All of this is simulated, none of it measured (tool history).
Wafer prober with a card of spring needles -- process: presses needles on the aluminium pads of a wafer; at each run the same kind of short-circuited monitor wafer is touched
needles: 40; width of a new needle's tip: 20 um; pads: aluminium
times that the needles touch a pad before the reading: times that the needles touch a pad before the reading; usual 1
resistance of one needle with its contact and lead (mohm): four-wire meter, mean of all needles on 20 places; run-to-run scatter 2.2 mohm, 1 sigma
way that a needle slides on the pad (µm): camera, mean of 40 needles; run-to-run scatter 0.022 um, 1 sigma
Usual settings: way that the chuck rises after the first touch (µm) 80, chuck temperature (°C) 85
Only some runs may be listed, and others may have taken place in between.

| run | day | way that the chuck rises after the first touch (µm) | chuck temperature (°C) | times that the needles touch a pad before the reading | resistance of one needle with its contact and lead (mohm) | way that a needle slides on the pad (µm) |
|---|---|---|---|---|---|---|
| 1 | 0 | 80 | 85 | 1 | 276 | 10.08 |
|  | 0.046 | tips cleaned on abrasive film |
|  | 0.383 | tips cleaned on abrasive film |
| 2 | 0.383 | 72 | 85 | 1 | 251 | 9.07 |
|  | 0.717 | tips cleaned on abrasive film |
| 3 | 0.775 | 72 | 85 | 1 | 265 | 9.04 |
|  | 1.054 | tips cleaned on abrasive film |
| 4 | 1.104 | 72 | 85 | 1 | 266 | 9.01 |
| 5 | 1.321 | 73 | 85 | 1 | 287 | 9.16 |
|  | 1.388 | tips cleaned on abrasive film |
| 6 | 1.692 | 73 | 96 | 1 | 292 | 9.17 |
|  | 1.721 | tips cleaned on abrasive film |
|  | 2.05 | tips cleaned on abrasive film |
| 7 | 2.075 | 73 | 96 | 1 | 263 | 9.16 |
| 8 | 2.292 | 80 | 85 | 1 | 272 | 10.02 |
|  | 2.371 | tips cleaned on abrasive film |
| 9 | 2.558 | 80 | 85 | 1 | 275 | 10.02 |
|  | 2.7 | tips cleaned on abrasive film |
| 10 | 2.908 | 80 | 85 | 1 | 276 | 10.03 |
|  | 3.017 | tips cleaned on abrasive film |
| 11 | 3.188 | 80 | 85 | 1 | 273 | 10.01 |
|  | 3.358 | tips cleaned on abrasive film |
| 12 | 3.392 | 80 | 55 | 1 | 246 | 10.04 |
| 13 | 3.579 | 80 | 55 | 1 | 268 | 10 |
|  | 3.679 | tips cleaned on abrasive film |
| 14 | 3.767 | 80 | 55 | 1 | 256 | 10.04 |
|  | 4.004 | tips cleaned on abrasive film |
| 15 | 4.075 | 80 | 55 | 1 | 254 | 10 |
| 16 | 4.262 | 80 | 55 | 1 | 268 | 10.01 |
|  | 4.321 | tips cleaned on abrasive film |
| 17 | 4.588 | 80 | 55 | 1 | 271 | 10.01 |
|  | 4.642 | tips cleaned on abrasive film |
| 18 | 4.792 | 74 | 85 | 1 | 275 | 9.26 |
|  | 4.975 | tips cleaned on abrasive film |
| 19 | 5.05 | 92 | 38 | 2 | 238 | 11.54 |
| 20 | 5.25 | 64 | 69 | 2 | 273 | 7.99 |
|  | 5.3 | tips cleaned on abrasive film |
| 21 | 5.429 | 61 | 69 | 1 | 283 | 7.6 |
| 22 | 5.6 | 96 | 25 | 1 | 252 | 11.99 |
|  | 5.642 | tips cleaned on abrasive film |
|  | 5.975 | tips cleaned on abrasive film |
| 23 | 5.988 | 79 | 105 | 1 | 260 | 9.85 |
| 24 | 6.271 | 79 | 105 | 1 | 281 | 9.84 |
|  | 6.304 | tips cleaned on abrasive film |
| 25 | 6.583 | 79 | 105 | 1 | 284 | 9.87 |
|  | 6.654 | tips cleaned on abrasive film |
| 26 | 6.771 | 79 | 105 | 2 | 263 | 9.86 |
|  | 6.983 | tips cleaned on abrasive film |
| 27 | 7.104 | 79 | 105 | 3 | 258 | 9.87 |
|  | 7.312 | tips cleaned on abrasive film |
| 28 | 7.467 | 79 | 105 | 3 | 260 | 9.87 |
|  | 7.646 | tips cleaned on abrasive film |
| 29 | 7.646 | 79 | 62 | 1 | 246 | 9.82 |
| 30 | 7.829 | 75 | 52 | 1 | 273 | 9.32 |
|  | 7.962 | tips cleaned on abrasive film |
| 31 | 8.117 | 75 | 52 | 1 | 268 | 9.3 |
|  | 8.304 | tips cleaned on abrasive film |
| 32 | 8.442 | 83 | 31 | 1 | 255 | 10.37 |
|  | 8.638 | tips cleaned on abrasive film |
| 33 | 8.646 | 65 | 45 | 2 | 248 | 8.04 |

Alternative continuations, all from the tool just after run 33; predict every row:
|  | 8.971 | tips cleaned on abrasive film |
| A | 8.971 | 80 | 37 | 1 | ? | ? |
|  | 8.971 | tips cleaned on abrasive film |
| B | 8.971 | 81 | 32 | 3 | ? | ? |
|  | 8.971 | tips cleaned on abrasive film |
| C | 8.971 | 80 | 67 | 1 | ? | ? |

| run | resistance of one needle with its contact and lead (mohm) | way that a needle slides on the pad (µm) |
|---|---|---|
| A | 243 | 9.95 |
| B | 240 | 10.04 |
| C | 245 | 9.92 |
What these runs would have given with no unlogged condition in the tool:
| run | resistance of one needle with its contact and lead (mohm) | way that a needle slides on the pad (µm) |
|---|---|---|
| A | 238 | 10.11 |
| B | 238 | 10.21 |
| C | 240 | 10.09 |

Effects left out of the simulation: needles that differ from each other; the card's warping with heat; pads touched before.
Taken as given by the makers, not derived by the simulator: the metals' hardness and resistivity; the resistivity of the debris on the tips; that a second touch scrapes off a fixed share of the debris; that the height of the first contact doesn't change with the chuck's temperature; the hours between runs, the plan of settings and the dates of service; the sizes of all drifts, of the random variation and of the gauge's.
